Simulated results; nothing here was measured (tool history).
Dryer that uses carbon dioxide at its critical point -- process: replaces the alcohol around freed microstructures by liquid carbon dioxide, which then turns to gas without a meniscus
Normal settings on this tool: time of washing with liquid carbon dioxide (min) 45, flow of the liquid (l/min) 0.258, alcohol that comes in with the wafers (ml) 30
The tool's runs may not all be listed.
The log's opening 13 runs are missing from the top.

run,hour,time of washing with liquid carbon dioxide (min),flow of the liquid (l/min),alcohol that comes in with the wafers (ml),hours of work since the filter was changed,hours of work since the purifier's bed was changed,alcohol left in the vessel before it's heated (ppm by volume)
14,226.0,45,0.258,30,359,449,417
15,245.7,45,0.258,30,373,463,400
16,265.6,65,0.258,30,387,477,156
17,287.1,65,0.258,27,403,492,151
18,304.0,65,0.258,27,415,504,168
19,322.1,65,0.258,27,428,517,152
20,345.2,45,0.293,79,444,534,623
21,356.6,61,0.345,57,452,542,142
22,374.6,57,0.258,30,465,555,240
23,385.8,40,0.337,25,473,563,264
24,407.1,37,0.267,58,488,578,1245
25,433.4,45,0.207,24,507,597,719
26,447.3,64,0.298,63,517,607,197
27,466.2,64,0.298,63,531,620,197
28,478.8,64,0.290,76,540,629,222
29,503.9,64,0.290,76,557,647,226
30,516.4,60,0.323,71,566,656,200
31,529.5,45,0.202,66,576,665,1950
# hour 533.7: inlet filter changed
32,542.2,40,0.238,29,6,674,626
33,561.5,54,0.258,29,20,687,223
34,583.6,60,0.258,25,36,703,200
35,609.8,60,0.258,25,54,722,202
36,628.6,60,0.258,25,68,735,198
37,640.9,60,0.258,25,77,744,207

Alternative continuations, all from the tool just after run 37; predict every row:
A,656.3,60,0.258,113,88,755,?
B,656.3,47,0.195,25,88,755,?
C,656.3,33,0.243,59,88,755,?
D,656.3,46,0.207,30,88,755,?
E,656.3,60,0.258,93,88,755,?

run,alcohol left in the vessel before it's heated (ppm by volume)
A,397
B,657
C,1873
D,701
E,359
Stripped of hidden state, with their random variation kept, the same runs would have yielded:
run,alcohol left in the vessel before it's heated (ppm by volume)
A,220
B,473
C,1623
D,511
E,186

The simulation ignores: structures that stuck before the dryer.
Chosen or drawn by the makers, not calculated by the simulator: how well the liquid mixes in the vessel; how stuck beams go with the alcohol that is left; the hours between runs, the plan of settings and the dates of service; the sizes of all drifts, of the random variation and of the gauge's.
